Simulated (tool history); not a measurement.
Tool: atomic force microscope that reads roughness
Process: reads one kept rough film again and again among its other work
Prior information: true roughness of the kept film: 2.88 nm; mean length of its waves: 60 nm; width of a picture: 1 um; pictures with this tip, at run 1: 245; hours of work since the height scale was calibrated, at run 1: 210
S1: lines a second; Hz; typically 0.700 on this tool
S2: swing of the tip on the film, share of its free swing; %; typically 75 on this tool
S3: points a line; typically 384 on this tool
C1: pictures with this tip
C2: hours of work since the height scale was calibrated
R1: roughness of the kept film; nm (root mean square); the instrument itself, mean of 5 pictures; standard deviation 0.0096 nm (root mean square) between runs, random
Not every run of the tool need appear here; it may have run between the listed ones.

run	hour	S1	S2	S3	C1	C2	R1
1	0.0	0.700	75	384	245	210	2.763
2	7.0	0.700	75	384	257	214	2.776
3	14.6	0.700	75	384	269	218	2.765
4	27.8	2.691	75	384	291	226	2.638
# hour 32.6: new tip fitted
5	38.3	2.691	75	384	9	231	2.645
6	51.1	2.059	75	384	30	238	2.691
7	64.6	2.059	75	384	52	246	2.691
8	72.9	0.769	62	626	65	251	2.798
9	84.4	0.769	62	626	84	257	2.788
10	99.9	0.769	62	626	109	266	2.782

Forecast each of these 5 alternatives for the next run:
A	110.1	0.700	75	260	126	272	?
B	110.1	2.305	75	384	126	272	?
C	110.1	1.293	62	385	126	272	?
D	110.1	0.769	62	431	126	272	?
E	110.1	0.769	62	277	126	272	?

run	R1
A	2.768
B	2.672
C	2.766
D	2.783
E	2.768
Without the tool's hidden state the same runs would have given:
run	R1
A	2.770
B	2.674
C	2.768
D	2.785
E	2.770
